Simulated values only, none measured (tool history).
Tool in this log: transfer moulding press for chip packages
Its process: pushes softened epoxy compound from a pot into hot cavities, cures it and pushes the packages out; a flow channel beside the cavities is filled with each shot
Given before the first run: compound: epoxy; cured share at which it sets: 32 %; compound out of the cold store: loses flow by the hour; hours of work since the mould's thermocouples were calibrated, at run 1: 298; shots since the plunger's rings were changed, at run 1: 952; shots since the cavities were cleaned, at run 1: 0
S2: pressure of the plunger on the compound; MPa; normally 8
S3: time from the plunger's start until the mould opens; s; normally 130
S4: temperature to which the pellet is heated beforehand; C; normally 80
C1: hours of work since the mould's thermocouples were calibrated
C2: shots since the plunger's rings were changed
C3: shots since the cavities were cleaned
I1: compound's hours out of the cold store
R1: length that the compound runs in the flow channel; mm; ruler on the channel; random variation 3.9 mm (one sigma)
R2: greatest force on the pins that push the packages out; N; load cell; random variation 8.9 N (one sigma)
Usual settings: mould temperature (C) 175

Run 1, hour 0: usual settings; C1 298; C2 952; C3 0; I1 44.7. Result: R1 569 mm, R2 379 N.
Run 2, hour 11.9: usual settings; C1 304; C2 1032; C3 80; I1 32.1. Result: R1 581 mm, R2 398 N.
Run 3, hour 21.3: usual settings; C1 309; C2 1095; C3 143; I1 30.1. Result: R1 589 mm, R2 407 N.
Run 4, hour 41.9: usual settings; C1 319; C2 1234; C3 282; I1 21.3. Result: R1 596 mm, R2 392 N.
Run 5, hour 58.3: usual settings; C1 327; C2 1343; C3 391; I1 16.4. Result: R1 603 mm, R2 405 N.
Run 6, hour 70.1: usual settings but S3 111 s; C1 332; C2 1423; C3 471; I1 28.5. Result: R1 583 mm, R2 458 N.
Run 7, hour 86.9: usual settings but S3 111 s; C1 340; C2 1536; C3 584; I1 35.9. Result: R1 578 mm, R2 462 N.
Run 8, hour 101: usual settings; C1 347; C2 1630; C3 678; I1 42.7. Result: R1 568 mm, R2 396 N.
Run 9, hour 120.4: usual settings; C1 357; C2 1761; C3 809; I1 36.3. Result: R1 573 mm, R2 396 N.
Run 10, hour 132.4: usual settings but mould temperature (C) 171; C1 362; C2 1841; C3 889; I1 37.1. Result: R1 583 mm, R2 461 N.
Run 11, hour 147.9: usual settings but mould temperature (C) 171; C1 370; C2 1945; C3 993; I1 37.9. Result: R1 586 mm, R2 447 N.
At hour 151.5: cavities cleaned with cleaning compound and waxed.
Run 12, hour 165.6: usual settings but mould temperature (C) 179; C1 378; C2 2054; C3 95; I1 26.9. Result: R1 576 mm, R2 385 N.
Run 13, hour 180: usual settings but mould temperature (C) 179; C1 385; C2 2150; C3 191; I1 21.6. Result: R1 582 mm, R2 387 N.
Run 14, hour 192.9: usual settings but mould temperature (C) 179; C1 391; C2 2237; C3 278; I1 37.5. Result: R1 567 mm, R2 382 N.
Run 15, hour 203.2: usual settings but S2 7.85 MPa, S3 157 s, S4 77 C; C1 396; C2 2306; C3 347; I1 47.4. Result: R1 553 mm, R2 374 N.
Run 16, hour 213.8: usual settings but mould temperature (C) 182, S2 9.68 MPa, S3 128 s, S4 78 C; C1 401; C2 2377; C3 418; I1 33.4. Result: R1 615 mm, R2 372 N.
Run 17, hour 223.5: usual settings but S2 6.05 MPa; C1 406; C2 2442; C3 483; I1 30.9. Result: R1 505 mm, R2 407 N.
Run 18, hour 233.6: usual settings but S2 6.33 MPa, S3 126 s; C1 411; C2 2511; C3 552; I1 16.2. Result: R1 530 mm, R2 426 N.
At hour 244.4: mould's thermocouples calibrated.
Run 19, hour 254.4: usual settings but S2 6.33 MPa, S3 126 s; C1 5; C2 2637; C3 678; I1 16.4. Result: R1 535 mm, R2 407 N.
Run 20, hour 268.7: usual settings but S3 119 s; C1 12; C2 2732; C3 773; I1 42.1. Result: R1 565 mm, R2 420 N.
Run 21, hour 288.8: usual settings but S4 79 C; C1 21; C2 2867; C3 908; I1 8.1. Result: R1 613 mm, R2 404 N.
Run 22, hour 298.2: usual settings but S4 79 C; C1 26; C2 2931; C3 972; I1 46.8. Result: R1 562 mm, R2 412 N.
At hour 304.7: cavities cleaned with cleaning compound and waxed.
Run 23, hour 318.6: usual settings but S4 79 C; C1 35; C2 3058; C3 94; I1 12.3. Result: R1 605 mm, R2 403 N.
Run 24, hour 333.3: usual settings but S2 7.23 MPa, S3 139 s, S4 79 C; C1 42; C2 3156; C3 192; I1 42.9. Result: R1 539 mm, R2 382 N.
Run 25, hour 352: usual settings but S3 116 s; C1 51; C2 3282; C3 318; I1 33.4. Result: R1 577 mm, R2 426 N.

What does the tool deliver on the next run?
Run 26, hour 362.7: usual settings but S3 116 s; C1 56; C2 3354; C3 390; I1 43.1. Result: R1 ?, R2 ?.

For run 26 the tool returned R1 565 mm, R2 441 N.
Without the tool's hidden state the same run would have given R1 565 mm, R2 439 N.

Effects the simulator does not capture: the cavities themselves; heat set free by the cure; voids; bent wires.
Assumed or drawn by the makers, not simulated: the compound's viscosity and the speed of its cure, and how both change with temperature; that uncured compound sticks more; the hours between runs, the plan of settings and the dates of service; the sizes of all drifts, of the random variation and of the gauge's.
